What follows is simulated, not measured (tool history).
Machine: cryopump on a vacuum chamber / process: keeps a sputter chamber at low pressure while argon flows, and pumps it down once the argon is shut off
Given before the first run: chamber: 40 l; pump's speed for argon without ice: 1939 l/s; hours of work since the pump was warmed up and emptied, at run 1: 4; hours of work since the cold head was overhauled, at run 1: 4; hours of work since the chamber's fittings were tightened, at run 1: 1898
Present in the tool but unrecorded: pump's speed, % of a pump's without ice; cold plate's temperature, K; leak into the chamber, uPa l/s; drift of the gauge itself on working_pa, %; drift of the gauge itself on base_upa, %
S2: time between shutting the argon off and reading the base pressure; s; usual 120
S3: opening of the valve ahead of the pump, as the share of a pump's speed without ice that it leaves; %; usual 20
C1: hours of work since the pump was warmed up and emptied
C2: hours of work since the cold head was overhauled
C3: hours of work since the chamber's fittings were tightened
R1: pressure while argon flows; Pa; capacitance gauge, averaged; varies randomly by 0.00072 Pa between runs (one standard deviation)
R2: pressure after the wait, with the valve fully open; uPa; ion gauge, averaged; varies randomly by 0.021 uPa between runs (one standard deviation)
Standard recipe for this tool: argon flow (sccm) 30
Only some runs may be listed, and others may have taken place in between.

{"run": 1, "hour": 0.0, "argon flow (sccm)": 30, "S2": 120, "S3": 20, "C1": 4, "C2": 4, "C3": 1898, "R1": 0.1306, "R2": 0.58}
{"run": 2, "hour": 62.4, "argon flow (sccm)": 41, "S2": 120, "S3": 20, "C1": 48, "C2": 48, "C3": 1942, "R1": 0.1794, "R2": 0.63}
{"run": 3, "hour": 133.7, "argon flow (sccm)": 41, "S2": 120, "S3": 20, "C1": 99, "C2": 99, "C3": 1993, "R1": 0.1808, "R2": 0.63}
{"run": 4, "hour": 179.6, "argon flow (sccm)": 30, "S2": 120, "S3": 20, "C1": 132, "C2": 132, "C3": 2026, "R1": 0.1347, "R2": 0.64}
{"run": 5, "hour": 235.7, "argon flow (sccm)": 43, "S2": 120, "S3": 20, "C1": 171, "C2": 171, "C3": 2065, "R1": 0.1919, "R2": 0.66}
{"run": 6, "hour": 285.4, "argon flow (sccm)": 43, "S2": 120, "S3": 20, "C1": 207, "C2": 207, "C3": 2101, "R1": 0.1935, "R2": 0.68}
{"run": 7, "hour": 342.5, "argon flow (sccm)": 30, "S2": 120, "S3": 20, "C1": 247, "C2": 247, "C3": 2141, "R1": 0.1343, "R2": 0.71}
{"run": 8, "hour": 382.2, "argon flow (sccm)": 30, "S2": 120, "S3": 20, "C1": 275, "C2": 275, "C3": 2169, "R1": 0.1347, "R2": 0.75}
{"run": 9, "hour": 416.1, "argon flow (sccm)": 30, "S2": 120, "S3": 20, "C1": 299, "C2": 299, "C3": 2193, "R1": 0.1348, "R2": 0.69}
{"run": 10, "hour": 467.1, "argon flow (sccm)": 22, "S2": 120, "S3": 20, "C1": 335, "C2": 335, "C3": 2229, "R1": 0.1009, "R2": 0.68}
{"run": 11, "hour": 518.4, "argon flow (sccm)": 30, "S2": 120, "S3": 20, "C1": 372, "C2": 372, "C3": 2266, "R1": 0.1374, "R2": 0.74}
{"run": 12, "hour": 587.1, "argon flow (sccm)": 30, "S2": 120, "S3": 20, "C1": 421, "C2": 421, "C3": 2315, "R1": 0.1374, "R2": 0.74}
{"run": 13, "hour": 654.0, "argon flow (sccm)": 30, "S2": 120, "S3": 20, "C1": 468, "C2": 468, "C3": 2362, "R1": 0.1395, "R2": 0.77}
{"run": 14, "hour": 688.1, "argon flow (sccm)": 30, "S2": 120, "S3": 20, "C1": 492, "C2": 492, "C3": 2386, "R1": 0.1404, "R2": 0.83}
{"run": 15, "hour": 761.5, "argon flow (sccm)": 30, "S2": 120, "S3": 20, "C1": 544, "C2": 544, "C3": 2438, "R1": 0.1416, "R2": 0.77}
{"run": 16, "hour": 833.3, "argon flow (sccm)": 30, "S2": 120, "S3": 26, "C1": 595, "C2": 595, "C3": 2489, "R1": 0.1114, "R2": 0.84}
{"hour": 871.3, "done": "pump warmed up, emptied and cooled again"}
{"run": 17, "hour": 886.9, "argon flow (sccm)": 30, "S2": 120, "S3": 26, "C1": 11, "C2": 630, "C3": 2524, "R1": 0.1012, "R2": 0.67}
{"run": 18, "hour": 952.6, "argon flow (sccm)": 40, "S2": 151, "S3": 29, "C1": 58, "C2": 676, "C3": 2570, "R1": 0.1217, "R2": 0.71}
{"run": 19, "hour": 1024.5, "argon flow (sccm)": 40, "S2": 151, "S3": 29, "C1": 109, "C2": 727, "C3": 2621, "R1": 0.1232, "R2": 0.63}
{"run": 20, "hour": 1084.6, "argon flow (sccm)": 13, "S2": 35, "S3": 42, "C1": 151, "C2": 770, "C3": 2664, "R1": 0.0276, "R2": 1.28}
{"run": 21, "hour": 1124.7, "argon flow (sccm)": 13, "S2": 59, "S3": 42, "C1": 180, "C2": 798, "C3": 2692, "R1": 0.0278, "R2": 0.95}
{"hour": 1157.9, "done": "leaking fittings of the chamber tightened, without venting"}
{"run": 22, "hour": 1161.2, "argon flow (sccm)": 30, "S2": 128, "S3": 20, "C1": 204, "C2": 823, "C3": 2, "R1": 0.1344, "R2": 0.38}
{"run": 23, "hour": 1198.9, "argon flow (sccm)": 24, "S2": 38, "S3": 23, "C1": 231, "C2": 850, "C3": 29, "R1": 0.0948, "R2": 0.84}
{"run": 24, "hour": 1235.4, "argon flow (sccm)": 48, "S2": 27, "S3": 20, "C1": 257, "C2": 875, "C3": 55, "R1": 0.2139, "R2": 1.18}
{"run": 25, "hour": 1302.5, "argon flow (sccm)": 15, "S2": 139, "S3": 56, "C1": 304, "C2": 923, "C3": 103, "R1": 0.0259, "R2": 0.4}
{"run": 26, "hour": 1356.1, "argon flow (sccm)": 15, "S2": 139, "S3": 56, "C1": 342, "C2": 961, "C3": 141, "R1": 0.0266, "R2": 0.43}
{"run": 27, "hour": 1407.8, "argon flow (sccm)": 39, "S2": 132, "S3": 20, "C1": 379, "C2": 998, "C3": 177, "R1": 0.1791, "R2": 0.46}
{"run": 28, "hour": 1466.8, "argon flow (sccm)": 30, "S2": 239, "S3": 20, "C1": 421, "C2": 1040, "C3": 219, "R1": 0.1381, "R2": 0.34}
{"run": 29, "hour": 1499.9, "argon flow (sccm)": 30, "S2": 239, "S3": 43, "C1": 444, "C2": 1063, "C3": 243, "R1": 0.0674, "R2": 0.36}
{"run": 30, "hour": 1550.6, "argon flow (sccm)": 15, "S2": 40, "S3": 21, "C1": 480, "C2": 1099, "C3": 279, "R1": 0.0661, "R2": 0.98}
{"run": 31, "hour": 1629.5, "argon flow (sccm)": 13, "S2": 37, "S3": 42, "C1": 536, "C2": 1155, "C3": 334, "R1": 0.0307, "R2": 0.99}

Consider 3 possible next runs. They are alternatives, not a sequence: every one starts from the tool as it was left by run 31. What does each give?
{"run": "A", "hour": 1679.9, "argon flow (sccm)": 33, "S2": 37, "S3": 17, "C1": 572, "C2": 1191, "C3": 370, "R1": "?", "R2": "?"}
{"run": "B", "hour": 1679.9, "argon flow (sccm)": 48, "S2": 120, "S3": 20, "C1": 572, "C2": 1191, "C3": 370, "R1": "?", "R2": "?"}
{"run": "C", "hour": 1679.9, "argon flow (sccm)": 17, "S2": 130, "S3": 20, "C1": 572, "C2": 1191, "C3": 370, "R1": "?", "R2": "?"}

run=A R1=0.1808 R2=1.03
run=B R1=0.2244 R2=0.5
run=C R1=0.0798 R2=0.45
Take away the tool's hidden state, keep each run's random variation, and the runs would have read:
run=A R1=0.1692 R2=0.89
run=B R1=0.2078 R2=0.37
run=C R1=0.0739 R2=0.32
